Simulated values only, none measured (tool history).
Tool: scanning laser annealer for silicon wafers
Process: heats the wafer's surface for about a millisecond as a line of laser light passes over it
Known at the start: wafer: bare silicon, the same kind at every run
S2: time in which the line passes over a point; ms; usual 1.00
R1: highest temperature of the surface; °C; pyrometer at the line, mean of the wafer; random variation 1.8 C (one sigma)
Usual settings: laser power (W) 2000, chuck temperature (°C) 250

run 1 hour=0.0 | laser_power_(W)=2000 S2=1.00 chuck_temperature_(°C)=250 | R1=935
run 2 hour=20.7 | laser_power_(W)=2000 S2=1.00 chuck_temperature_(°C)=250 | R1=938
run 3 hour=37.6 | laser_power_(W)=1881 S2=1.00 chuck_temperature_(°C)=250 | R1=893
run 4 hour=49.9 | laser_power_(W)=1881 S2=1.00 chuck_temperature_(°C)=250 | R1=890
-- hour=61.8 optics aligned, line set to its width
run 5 hour=66.8 | laser_power_(W)=2000 S2=1.24 chuck_temperature_(°C)=250 | R1=1037
run 6 hour=88.4 | laser_power_(W)=2000 S2=1.24 chuck_temperature_(°C)=250 | R1=1036
run 7 hour=100.4 | laser_power_(W)=2000 S2=1.24 chuck_temperature_(°C)=250 | R1=1032
run 8 hour=112.6 | laser_power_(W)=2000 S2=1.24 chuck_temperature_(°C)=251 | R1=1034
run 9 hour=128.3 | laser_power_(W)=2000 S2=1.24 chuck_temperature_(°C)=251 | R1=1035
run 10 hour=148.8 | laser_power_(W)=2000 S2=1.24 chuck_temperature_(°C)=251 | R1=1035
run 11 hour=168.8 | laser_power_(W)=2000 S2=1.24 chuck_temperature_(°C)=251 | R1=1034
run 12 hour=185.2 | laser_power_(W)=2000 S2=1.00 chuck_temperature_(°C)=250 | R1=953
-- hour=189.7 laser's power meter calibrated
run 13 hour=198.5 | laser_power_(W)=2000 S2=1.00 chuck_temperature_(°C)=273 | R1=976
run 14 hour=216.8 | laser_power_(W)=2016 S2=1.00 chuck_temperature_(°C)=273 | R1=982
run 15 hour=227.7 | laser_power_(W)=1769 S2=1.00 chuck_temperature_(°C)=250 | R1=864
run 16 hour=238.6 | laser_power_(W)=1769 S2=1.00 chuck_temperature_(°C)=250 | R1=866
run 17 hour=252.1 | laser_power_(W)=1769 S2=0.80 chuck_temperature_(°C)=254 | R1=804
run 18 hour=275.2 | laser_power_(W)=2009 S2=1.00 chuck_temperature_(°C)=250 | R1=955
run 19 hour=296.2 | laser_power_(W)=1863 S2=0.99 chuck_temperature_(°C)=287 | R1=934
run 20 hour=316.0 | laser_power_(W)=1863 S2=0.99 chuck_temperature_(°C)=287 | R1=933
run 21 hour=327.3 | laser_power_(W)=2098 S2=0.99 chuck_temperature_(°C)=281 | R1=1018
-- hour=334.4 laser's power meter calibrated, once more
run 22 hour=341.0 | laser_power_(W)=2000 S2=1.00 chuck_temperature_(°C)=269 | R1=970
run 23 hour=355.1 | laser_power_(W)=2000 S2=1.10 chuck_temperature_(°C)=265 | R1=1002
run 24 hour=377.0 | laser_power_(W)=2000 S2=1.10 chuck_temperature_(°C)=265 | R1=1001
run 25 hour=394.5 | laser_power_(W)=2000 S2=0.76 chuck_temperature_(°C)=244 | R1=858
run 26 hour=404.8 | laser_power_(W)=2000 S2=1.15 chuck_temperature_(°C)=268 | R1=1016
run 27 hour=423.1 | laser_power_(W)=1782 S2=1.00 chuck_temperature_(°C)=250 | R1=868
run 28 hour=442.3 | laser_power_(W)=2177 S2=0.75 chuck_temperature_(°C)=250 | R1=913
run 29 hour=466.4 | laser_power_(W)=1905 S2=0.72 chuck_temperature_(°C)=234 | R1=802
run 30 hour=489.9 | laser_power_(W)=2178 S2=1.00 chuck_temperature_(°C)=271 | R1=1036
run 31 hour=500.6 | laser_power_(W)=2092 S2=0.91 chuck_temperature_(°C)=275 | R1=975

Measured less the same run without the tool's hidden state. The same run-to-run variation is in both; the gauge's scatter may not be:
The hidden state here: light that passes the window, % of a clean one's; laser's true power over the reading, %; width of the line over the set one, %; drift of the gauge itself on peak_c, C.
run=1 R1=-36
run=2 R1=-36
run=3 R1=-34
run=4 R1=-34
run=5 R1=-19
run=6 R1=-20
run=7 R1=-20
run=8 R1=-20
run=9 R1=-20
run=10 R1=-21
run=11 R1=-21
run=12 R1=-19
run=13 R1=-19
run=14 R1=-20
run=15 R1=-17
run=16 R1=-17
run=17 R1=-16
run=18 R1=-21
run=19 R1=-19
run=20 R1=-19
run=21 R1=-22
run=22 R1=-20
run=23 R1=-21
run=24 R1=-22
run=25 R1=-19
run=26 R1=-23
run=27 R1=-19
run=28 R1=-21
run=29 R1=-18
run=30 R1=-25
run=31 R1=-23
